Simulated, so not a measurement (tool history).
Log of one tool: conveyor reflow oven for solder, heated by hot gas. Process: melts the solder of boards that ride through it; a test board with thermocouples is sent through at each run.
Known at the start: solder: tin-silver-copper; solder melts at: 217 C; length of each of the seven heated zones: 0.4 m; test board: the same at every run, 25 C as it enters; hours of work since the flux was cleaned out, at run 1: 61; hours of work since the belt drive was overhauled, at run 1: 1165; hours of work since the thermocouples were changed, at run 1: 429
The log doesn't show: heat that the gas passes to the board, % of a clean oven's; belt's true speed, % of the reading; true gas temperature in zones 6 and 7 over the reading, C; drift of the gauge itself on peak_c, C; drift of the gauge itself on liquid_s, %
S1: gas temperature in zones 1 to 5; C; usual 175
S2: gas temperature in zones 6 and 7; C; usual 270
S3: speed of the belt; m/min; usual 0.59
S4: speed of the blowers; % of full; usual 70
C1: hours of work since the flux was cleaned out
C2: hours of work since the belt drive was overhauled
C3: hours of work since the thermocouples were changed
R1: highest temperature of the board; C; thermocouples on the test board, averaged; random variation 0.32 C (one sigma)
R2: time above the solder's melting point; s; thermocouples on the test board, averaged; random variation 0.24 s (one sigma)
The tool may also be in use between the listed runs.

run 1 hour=0.0 | S1=175 S2=270 S3=0.59 S4=70 | C1=61 C2=1165 C3=429 | R1=249.7 R2=58.7
-- hour=10.5 belt drive overhauled, speed set with a stopwatch
run 2 hour=89.1 | S1=175 S2=270 S3=0.59 S4=70 | C1=118 C2=52 C3=485 | R1=249.5 R2=57.0
run 3 hour=176.0 | S1=165 S2=270 S3=0.59 S4=70 | C1=175 C2=110 C3=543 | R1=245.9 R2=50.8
-- hour=199.4 flux residue cleaned out of gas plates and filters
run 4 hour=226.1 | S1=165 S2=270 S3=0.59 S4=70 | C1=18 C2=139 C3=573 | R1=246.6 R2=52.0
run 5 hour=320.8 | S1=165 S2=270 S3=0.59 S4=70 | C1=80 C2=202 C3=636 | R1=246.7 R2=51.3
run 6 hour=414.5 | S1=165 S2=270 S3=0.59 S4=70 | C1=142 C2=264 C3=698 | R1=246.1 R2=50.4
run 7 hour=470.2 | S1=165 S2=270 S3=0.59 S4=70 | C1=179 C2=301 C3=735 | R1=244.6 R2=50.8
-- hour=482.7 flux residue cleaned out of gas plates and filters
run 8 hour=536.9 | S1=165 S2=270 S3=0.59 S4=70 | C1=36 C2=342 C3=775 | R1=246.5 R2=51.4
run 9 hour=583.5 | S1=165 S2=270 S3=0.59 S4=70 | C1=67 C2=373 C3=806 | R1=246.4 R2=51.3

Run 10 comes next. What will it give?
run 10 hour=650.0 | S1=165 S2=270 S3=0.59 S4=70 | C1=111 C2=417 C3=850 | R1=? R2=?

Run 10 gave R1 246.1 C, R2 51.3 s.
Without the tool's hidden state the same run would have given R1 248.1 C, R2 53.1 s.

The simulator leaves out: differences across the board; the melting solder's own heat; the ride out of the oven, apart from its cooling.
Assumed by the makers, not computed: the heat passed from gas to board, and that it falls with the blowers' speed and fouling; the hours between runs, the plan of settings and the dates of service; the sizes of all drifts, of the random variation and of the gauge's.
